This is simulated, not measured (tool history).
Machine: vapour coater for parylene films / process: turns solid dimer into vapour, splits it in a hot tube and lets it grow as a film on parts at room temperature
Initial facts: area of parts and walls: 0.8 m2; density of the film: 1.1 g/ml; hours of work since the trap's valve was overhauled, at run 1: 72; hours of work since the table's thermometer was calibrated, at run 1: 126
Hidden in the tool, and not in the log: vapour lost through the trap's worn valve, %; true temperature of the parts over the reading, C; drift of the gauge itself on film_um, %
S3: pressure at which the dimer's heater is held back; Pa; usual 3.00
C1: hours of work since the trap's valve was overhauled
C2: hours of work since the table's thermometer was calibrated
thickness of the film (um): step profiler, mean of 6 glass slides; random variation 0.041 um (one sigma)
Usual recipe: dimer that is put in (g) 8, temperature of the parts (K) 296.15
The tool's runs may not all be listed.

Run 1, hour 0.0: usual settings; C1 72; C2 126. Result: thickness of the film (um) 5.82.
Run 2, hour 8.7: usual settings but S3 3.15 Pa; C1 77; C2 131. Result: thickness of the film (um) 5.86.
Run 3, hour 18.7: usual settings but S3 3.15 Pa; C1 83; C2 137. Result: thickness of the film (um) 5.83.
Run 4, hour 30.3: usual settings but S3 3.15 Pa; C1 90; C2 144. Result: thickness of the film (um) 5.81.
Run 5, hour 37.1: usual settings but S3 3.15 Pa; C1 94; C2 148. Result: thickness of the film (um) 5.77.
Run 6, hour 44.1: usual settings but S3 3.15 Pa; C1 98; C2 152. Result: thickness of the film (um) 5.85.
Run 7, hour 53.8: usual settings; C1 103; C2 158. Result: thickness of the film (um) 5.85.
Run 8, hour 62.0: usual settings but dimer that is put in (g) 11; C1 108; C2 163. Result: thickness of the film (um) 7.99.
Run 9, hour 69.8: usual settings but dimer that is put in (g) 11; C1 113; C2 167. Result: thickness of the film (um) 7.99.
Run 10, hour 76.0: usual settings but dimer that is put in (g) 11; C1 117; C2 171. Result: thickness of the film (um) 8.04.
Run 11, hour 85.3: usual settings but dimer that is put in (g) 11; C1 122; C2 176. Result: thickness of the film (um) 7.93.
Run 12, hour 98.4: usual settings but dimer that is put in (g) 11; C1 130; C2 184. Result: thickness of the film (um) 8.00.
Run 13, hour 108.4: usual settings but dimer that is put in (g) 11; C1 136; C2 190. Result: thickness of the film (um) 7.91.
Run 14, hour 118.1: usual settings; C1 141; C2 196. Result: thickness of the film (um) 5.80.
Run 15, hour 127.5: usual settings; C1 147; C2 201. Result: thickness of the film (um) 5.74.
Run 16, hour 137.0: usual settings but dimer that is put in (g) 7, S3 2.33 Pa; C1 153; C2 207. Result: thickness of the film (um) 5.21.
Run 17, hour 150.9: usual settings but temperature of the parts (K) 292.15, S3 6.40 Pa; C1 161; C2 215. Result: thickness of the film (um) 5.31.
Run 18, hour 163.4: usual settings but dimer that is put in (g) 11, temperature of the parts (K) 290.15, S3 3.37 Pa; C1 168; C2 222. Result: thickness of the film (um) 8.49.
Run 19, hour 175.9: usual settings but temperature of the parts (K) 288.15, S3 2.75 Pa; C1 175; C2 230. Result: thickness of the film (um) 6.53.
Run 20, hour 189.2: usual settings but temperature of the parts (K) 288.15, S3 2.75 Pa; C1 183; C2 237. Result: thickness of the film (um) 6.68.
Run 21, hour 202.4: usual settings but temperature of the parts (K) 288.15, S3 2.75 Pa; C1 191; C2 245. Result: thickness of the film (um) 6.64.
Run 22, hour 217.0: usual settings but dimer that is put in (g) 4, temperature of the parts (K) 306.15, S3 2.87 Pa; C1 200; C2 254. Result: thickness of the film (um) 2.44.
Run 23, hour 224.7: usual settings but dimer that is put in (g) 7, temperature of the parts (K) 292.15, S3 11.85 Pa; C1 204; C2 258. Result: thickness of the film (um) 4.16.
Run 24, hour 237.2: usual settings but dimer that is put in (g) 7, temperature of the parts (K) 292.15, S3 11.85 Pa; C1 212; C2 266. Result: thickness of the film (um) 4.16.

Run 25 is up next; what results do you expect?
Run 25, hour 247.6: usual settings but dimer that is put in (g) 9; C1 218; C2 272. Result: thickness of the film (um) ?.

Run 25 gave thickness of the film (um) 6.37.
With no hidden state in the tool, this same run would have given thickness of the film (um) 6.72.
